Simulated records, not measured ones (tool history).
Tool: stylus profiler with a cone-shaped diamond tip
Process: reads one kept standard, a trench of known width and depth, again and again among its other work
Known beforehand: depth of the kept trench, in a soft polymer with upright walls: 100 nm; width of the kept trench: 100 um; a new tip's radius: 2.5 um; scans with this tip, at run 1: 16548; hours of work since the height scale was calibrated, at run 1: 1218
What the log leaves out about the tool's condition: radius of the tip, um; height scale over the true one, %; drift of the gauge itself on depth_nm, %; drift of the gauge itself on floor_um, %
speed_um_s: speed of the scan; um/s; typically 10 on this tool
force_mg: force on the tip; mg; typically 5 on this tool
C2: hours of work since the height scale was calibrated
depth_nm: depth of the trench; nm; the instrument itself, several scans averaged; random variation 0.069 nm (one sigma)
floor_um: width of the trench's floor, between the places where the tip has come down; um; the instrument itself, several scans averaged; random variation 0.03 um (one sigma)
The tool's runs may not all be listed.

{"run": 1, "hour": 0.0, "speed_um_s": 10, "force_mg": 5, "scans with this tip": 16548, "C2": 1218, "depth_nm": 100.89, "floor_um": 97.76}
{"run": 2, "hour": 52.1, "speed_um_s": 26, "force_mg": 5, "scans with this tip": 16980, "C2": 1250, "depth_nm": 100.93, "floor_um": 97.62}
{"hour": 83.5, "done": "new tip fitted, height scale calibrated"}
{"run": 3, "hour": 90.4, "speed_um_s": 10, "force_mg": 5, "scans with this tip": 57, "C2": 4, "depth_nm": 101.44, "floor_um": 98.54}
{"run": 4, "hour": 131.0, "speed_um_s": 10, "force_mg": 5, "scans with this tip": 394, "C2": 29, "depth_nm": 101.34, "floor_um": 98.52}
{"run": 5, "hour": 178.8, "speed_um_s": 10, "force_mg": 5, "scans with this tip": 791, "C2": 58, "depth_nm": 101.32, "floor_um": 98.53}
{"run": 6, "hour": 221.7, "speed_um_s": 3, "force_mg": 5, "scans with this tip": 1147, "C2": 84, "depth_nm": 101.24, "floor_um": 98.52}
{"run": 7, "hour": 271.4, "speed_um_s": 3, "force_mg": 5, "scans with this tip": 1559, "C2": 115, "depth_nm": 101.42, "floor_um": 98.47}
{"run": 8, "hour": 324.8, "speed_um_s": 3, "force_mg": 5, "scans with this tip": 2002, "C2": 147, "depth_nm": 101.23, "floor_um": 98.44}
{"run": 9, "hour": 358.6, "speed_um_s": 3, "force_mg": 5, "scans with this tip": 2282, "C2": 168, "depth_nm": 101.36, "floor_um": 98.46}
{"run": 10, "hour": 387.3, "speed_um_s": 3, "force_mg": 5, "scans with this tip": 2520, "C2": 185, "depth_nm": 101.3, "floor_um": 98.44}
{"run": 11, "hour": 418.9, "speed_um_s": 10, "force_mg": 5, "scans with this tip": 2782, "C2": 205, "depth_nm": 101.26, "floor_um": 98.37}
{"run": 12, "hour": 474.3, "speed_um_s": 10, "force_mg": 5, "scans with this tip": 3241, "C2": 239, "depth_nm": 101.21, "floor_um": 98.31}
{"run": 13, "hour": 525.9, "speed_um_s": 10, "force_mg": 5, "scans with this tip": 3669, "C2": 270, "depth_nm": 101.33, "floor_um": 98.35}
{"run": 14, "hour": 558.7, "speed_um_s": 10, "force_mg": 5, "scans with this tip": 3941, "C2": 290, "depth_nm": 101.32, "floor_um": 98.33}
{"run": 15, "hour": 621.7, "speed_um_s": 10, "force_mg": 5, "scans with this tip": 4464, "C2": 329, "depth_nm": 101.28, "floor_um": 98.29}
{"run": 16, "hour": 663.8, "speed_um_s": 10, "force_mg": 5, "scans with this tip": 4813, "C2": 354, "depth_nm": 101.3, "floor_um": 98.23}
{"run": 17, "hour": 703.5, "speed_um_s": 10, "force_mg": 5, "scans with this tip": 5142, "C2": 379, "depth_nm": 101.41, "floor_um": 98.25}
{"run": 18, "hour": 766.4, "speed_um_s": 10, "force_mg": 5.04, "scans with this tip": 5663, "C2": 417, "depth_nm": 101.3, "floor_um": 98.15}
{"run": 19, "hour": 805.2, "speed_um_s": 10, "force_mg": 5.04, "scans with this tip": 5985, "C2": 441, "depth_nm": 101.21, "floor_um": 98.16}
{"run": 20, "hour": 864.9, "speed_um_s": 12, "force_mg": 2.02, "scans with this tip": 6481, "C2": 477, "depth_nm": 100.49, "floor_um": 98.19}
{"run": 21, "hour": 919.9, "speed_um_s": 4, "force_mg": 2.97, "scans with this tip": 6937, "C2": 511, "depth_nm": 100.84, "floor_um": 98.16}
{"run": 22, "hour": 970.6, "speed_um_s": 4, "force_mg": 2.97, "scans with this tip": 7357, "C2": 542, "depth_nm": 100.72, "floor_um": 98.21}
{"run": 23, "hour": 997.9, "speed_um_s": 4, "force_mg": 2.97, "scans with this tip": 7584, "C2": 558, "depth_nm": 100.75, "floor_um": 98.15}
{"run": 24, "hour": 1051.7, "speed_um_s": 4, "force_mg": 2.97, "scans with this tip": 8030, "C2": 591, "depth_nm": 100.88, "floor_um": 98.18}
{"run": 25, "hour": 1100.1, "speed_um_s": 4, "force_mg": 2.53, "scans with this tip": 8431, "C2": 621, "depth_nm": 100.65, "floor_um": 98.11}
{"run": 26, "hour": 1152.3, "speed_um_s": 4, "force_mg": 2.53, "scans with this tip": 8864, "C2": 652, "depth_nm": 100.6, "floor_um": 98.05}
{"run": 27, "hour": 1191.3, "speed_um_s": 23, "force_mg": 12.73, "scans with this tip": 9188, "C2": 676, "depth_nm": 102.34, "floor_um": 97.97}
{"run": 28, "hour": 1247.8, "speed_um_s": 11, "force_mg": 8.45, "scans with this tip": 9656, "C2": 711, "depth_nm": 101.85, "floor_um": 98}
{"run": 29, "hour": 1273.9, "speed_um_s": 33, "force_mg": 2.89, "scans with this tip": 9873, "C2": 727, "depth_nm": 100.67, "floor_um": 97.84}
{"run": 30, "hour": 1323.4, "speed_um_s": 16, "force_mg": 8.53, "scans with this tip": 10283, "C2": 757, "depth_nm": 101.73, "floor_um": 97.96}
{"run": 31, "hour": 1363.2, "speed_um_s": 3, "force_mg": 4.08, "scans with this tip": 10613, "C2": 781, "depth_nm": 100.92, "floor_um": 97.99}
{"run": 32, "hour": 1426.4, "speed_um_s": 10, "force_mg": 2.85, "scans with this tip": 11137, "C2": 820, "depth_nm": 100.69, "floor_um": 97.91}
{"run": 33, "hour": 1487.9, "speed_um_s": 10, "force_mg": 2.85, "scans with this tip": 11648, "C2": 857, "depth_nm": 100.66, "floor_um": 97.9}
{"run": 34, "hour": 1526.0, "speed_um_s": 35, "force_mg": 3.3, "scans with this tip": 11964, "C2": 881, "depth_nm": 100.78, "floor_um": 97.77}
{"run": 35, "hour": 1580.9, "speed_um_s": 10, "force_mg": 2.68, "scans with this tip": 12419, "C2": 914, "depth_nm": 100.53, "floor_um": 97.88}
{"run": 36, "hour": 1641.0, "speed_um_s": 12, "force_mg": 3.47, "scans with this tip": 12917, "C2": 951, "depth_nm": 100.85, "floor_um": 97.86}

Predict each of these 4 candidate next runs independently; none follows another, all start after run 36:
{"run": "A", "hour": 1686.5, "speed_um_s": 2, "force_mg": 4.13, "scans with this tip": 13295, "C2": 979, "depth_nm": "?", "floor_um": "?"}
{"run": "B", "hour": 1686.5, "speed_um_s": 5, "force_mg": 3.47, "scans with this tip": 13295, "C2": 979, "depth_nm": "?", "floor_um": "?"}
{"run": "C", "hour": 1686.5, "speed_um_s": 8, "force_mg": 2.18, "scans with this tip": 13295, "C2": 979, "depth_nm": "?", "floor_um": "?"}
{"run": "D", "hour": 1686.5, "speed_um_s": 17, "force_mg": 3.93, "scans with this tip": 13295, "C2": 979, "depth_nm": "?", "floor_um": "?"}

run=A depth_nm=100.91 floor_um=97.87
run=B depth_nm=100.65 floor_um=97.83
run=C depth_nm=100.6 floor_um=97.86
run=D depth_nm=100.83 floor_um=97.74
Without the tool's unlogged condition, the same runs would have read:
run=A depth_nm=101.26 floor_um=98.58
run=B depth_nm=101 floor_um=98.54
run=C depth_nm=100.95 floor_um=98.57
run=D depth_nm=101.18 floor_um=98.45
